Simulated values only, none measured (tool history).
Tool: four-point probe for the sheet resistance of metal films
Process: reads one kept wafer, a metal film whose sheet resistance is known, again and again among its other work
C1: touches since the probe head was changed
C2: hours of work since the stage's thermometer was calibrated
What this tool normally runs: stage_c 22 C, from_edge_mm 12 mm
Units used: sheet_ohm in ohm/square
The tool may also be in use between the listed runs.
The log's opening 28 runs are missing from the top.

Run 29, day 87.617: usual settings; C1 32267; C2 278. Result: sheet_ohm 0.033836 ohm/square.
Run 30, day 92.158: usual settings but stage_c 26 C, from_edge_mm 10 mm; C1 36628; C2 337. Result: sheet_ohm 0.033883 ohm/square.
Run 31, day 95.542: usual settings but stage_c 26 C, from_edge_mm 10 mm; C1 39877; C2 380. Result: sheet_ohm 0.033883 ohm/square.
Run 32, day 100.312: usual settings but stage_c 18 C, from_edge_mm 17 mm; C1 44462; C2 442. Result: sheet_ohm 0.03381 ohm/square.
Run 33, day 104.429: usual settings but stage_c 28 C, from_edge_mm 4 mm; C1 48418; C2 495. Result: sheet_ohm 0.034258 ohm/square.
Run 34, day 107.933: usual settings but stage_c 28 C, from_edge_mm 4 mm; C1 51783; C2 541. Result: sheet_ohm 0.034254 ohm/square.
Run 35, day 112.379: usual settings but stage_c 27 C, from_edge_mm 6 mm; C1 56051; C2 598. Result: sheet_ohm 0.034018 ohm/square.
Run 36, day 116.342: usual settings but stage_c 27 C, from_edge_mm 69 mm; C1 59858; C2 649. Result: sheet_ohm 0.033805 ohm/square.
Run 37, day 121.154: usual settings but stage_c 27 C, from_edge_mm 74 mm; C1 64483; C2 711. Result: sheet_ohm 0.033812 ohm/square.
Run 38, day 124.846: usual settings but stage_c 27 C, from_edge_mm 74 mm; C1 68028; C2 759. Result: sheet_ohm 0.033811 ohm/square.
Run 39, day 127.588: usual settings but stage_c 18 C, from_edge_mm 74 mm; C1 70664; C2 795. Result: sheet_ohm 0.033793 ohm/square.
Run 40, day 130.988: usual settings but stage_c 25 C, from_edge_mm 4 mm; C1 73928; C2 839. Result: sheet_ohm 0.034271 ohm/square.
Run 41, day 134.654: usual settings but stage_c 25 C, from_edge_mm 4 mm; C1 77451; C2 886. Result: sheet_ohm 0.034261 ohm/square.
Run 42, day 137.883: usual settings but stage_c 20 C, from_edge_mm 7 mm; C1 80552; C2 928. Result: sheet_ohm 0.033951 ohm/square.

Branching from run 42: 4 alternative next runs. What would each branch give?
Run A, day 142.254: usual settings but stage_c 20 C, from_edge_mm 25 mm; C1 84751; C2 984. Result: sheet_ohm ?.
Run B, day 142.254: usual settings but from_edge_mm 46 mm; C1 84751; C2 984. Result: sheet_ohm ?.
Run C, day 142.254: usual settings but stage_c 31 C, from_edge_mm 7 mm; C1 84751; C2 984. Result: sheet_ohm ?.
Run D, day 142.254: usual settings but stage_c 27 C, from_edge_mm 7 mm; C1 84751; C2 984. Result: sheet_ohm ?.

run  sheet_ohm
  A   0.033809
  B   0.033791
  C   0.033963
  D   0.033955
Without the tool's hidden state the same runs would have given:
run  sheet_ohm
  A   0.033809
  B   0.033791
  C   0.033963
  D   0.033955
